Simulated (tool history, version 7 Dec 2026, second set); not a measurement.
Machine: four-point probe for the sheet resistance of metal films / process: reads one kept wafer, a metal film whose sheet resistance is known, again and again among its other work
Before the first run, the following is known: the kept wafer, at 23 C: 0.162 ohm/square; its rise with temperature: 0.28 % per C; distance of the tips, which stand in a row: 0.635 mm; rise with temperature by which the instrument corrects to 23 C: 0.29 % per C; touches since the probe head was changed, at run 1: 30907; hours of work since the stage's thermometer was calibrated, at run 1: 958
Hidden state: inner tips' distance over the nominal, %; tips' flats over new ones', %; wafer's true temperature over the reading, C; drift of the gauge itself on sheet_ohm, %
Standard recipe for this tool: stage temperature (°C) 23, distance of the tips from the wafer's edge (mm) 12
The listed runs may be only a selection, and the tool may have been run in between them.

run,hour,stage temperature (°C),distance of the tips from the wafer's edge (mm),touches since the probe head was changed,hours of work since the stage's thermometer was calibrated,sheet resistance as the instrument gives it (ohm/square)
1,0,23,12,30907,958,0.162215
2,32.8,23,12,32026,977,0.162209
3,54.3,23,12,32758,989,0.16219
4,77.8,28,12,33561,1002,0.162136
5,106.1,28,12,34528,1019,0.162108
6,129.4,23,12,35322,1032,0.162203
7,159.9,23,12,36361,1049,0.16225
8,176.3,23,12,36923,1059,0.16223
9,198.4,23,12,37676,1071,0.162291
10,216.9,23,12,38305,1082,0.162195
11,251.9,23,12,39500,1102,0.162227
12,277,23,12,40357,1116,0.162272
13,308.1,23,12,41419,1134,0.16238

What does the tool deliver on the next run?
14,338.9,23,12,42467,1152,?

{"run 14": {"sheet resistance as the instrument gives it (ohm/square)": 0.162328}}
With the hidden condition absent and the run-to-run variation left alone, this run would have shown sheet resistance as the instrument gives it (ohm/square) 0.162282.
